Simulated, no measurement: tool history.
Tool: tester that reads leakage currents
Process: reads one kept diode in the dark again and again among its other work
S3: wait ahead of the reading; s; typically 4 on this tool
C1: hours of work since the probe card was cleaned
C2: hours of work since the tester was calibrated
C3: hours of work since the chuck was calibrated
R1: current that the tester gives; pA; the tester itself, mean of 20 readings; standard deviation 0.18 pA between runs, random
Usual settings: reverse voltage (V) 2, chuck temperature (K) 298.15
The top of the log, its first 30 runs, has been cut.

{"run": 31, "hour": 1334.2, "reverse voltage (V)": 2, "chuck temperature (K)": 318.15, "S3": 1.4, "C1": 1670, "C2": 1851, "C3": 53, "R1": 226.24}
{"run": 32, "hour": 1365.6, "reverse voltage (V)": 18.83, "chuck temperature (K)": 298.15, "S3": 0.91, "C1": 1687, "C2": 1868, "C3": 70, "R1": 198.23}
{"run": 33, "hour": 1403.0, "reverse voltage (V)": 4.89, "chuck temperature (K)": 311.15, "S3": 4, "C1": 1707, "C2": 1888, "C3": 90, "R1": 230.25}
{"run": 34, "hour": 1446.0, "reverse voltage (V)": 4.89, "chuck temperature (K)": 311.15, "S3": 4, "C1": 1730, "C2": 1911, "C3": 113, "R1": 231.57}
{"run": 35, "hour": 1491.7, "reverse voltage (V)": 13.08, "chuck temperature (K)": 304.15, "S3": 4.43, "C1": 1754, "C2": 1935, "C3": 137, "R1": 241.57}
{"run": 36, "hour": 1529.0, "reverse voltage (V)": 13.08, "chuck temperature (K)": 304.15, "S3": 4.43, "C1": 1774, "C2": 1955, "C3": 157, "R1": 241.81}
{"run": 37, "hour": 1552.5, "reverse voltage (V)": 1.39, "chuck temperature (K)": 304.15, "S3": 4.43, "C1": 1787, "C2": 1968, "C3": 170, "R1": 72.82}
{"run": 38, "hour": 1580.5, "reverse voltage (V)": 1.39, "chuck temperature (K)": 295.15, "S3": 2.28, "C1": 1802, "C2": 1983, "C3": 185, "R1": 37.76}
{"run": 39, "hour": 1619.2, "reverse voltage (V)": 1.39, "chuck temperature (K)": 295.15, "S3": 2.28, "C1": 1822, "C2": 2003, "C3": 205, "R1": 37.86}
{"run": 40, "hour": 1647.0, "reverse voltage (V)": 7.32, "chuck temperature (K)": 298.15, "S3": 4, "C1": 1837, "C2": 2018, "C3": 220, "R1": 115.22}

4 ways to go on from here, each from the tool as it stands after run 40. What would each give?
{"run": "A", "hour": 1677.4, "reverse voltage (V)": 5.85, "chuck temperature (K)": 321.15, "S3": 0.63, "C1": 1853, "C2": 2034, "C3": 236, "R1": "?"}
{"run": "B", "hour": 1677.4, "reverse voltage (V)": 2.98, "chuck temperature (K)": 313.15, "S3": 1.64, "C1": 1853, "C2": 2034, "C3": 236, "R1": "?"}
{"run": "C", "hour": 1677.4, "reverse voltage (V)": 2.1, "chuck temperature (K)": 295.15, "S3": 0.51, "C1": 1853, "C2": 2034, "C3": 236, "R1": "?"}
{"run": "D", "hour": 1677.4, "reverse voltage (V)": 2, "chuck temperature (K)": 294.15, "S3": 4, "C1": 1853, "C2": 2034, "C3": 236, "R1": "?"}

run=A R1=493.1
run=B R1=201.57
run=C R1=48.5
run=D R1=42.48
With the hidden condition removed and each run's random variation left untouched, the same runs would have given:
run=A R1=493.05
run=B R1=201.54
run=C R1=48.48
run=D R1=42.46
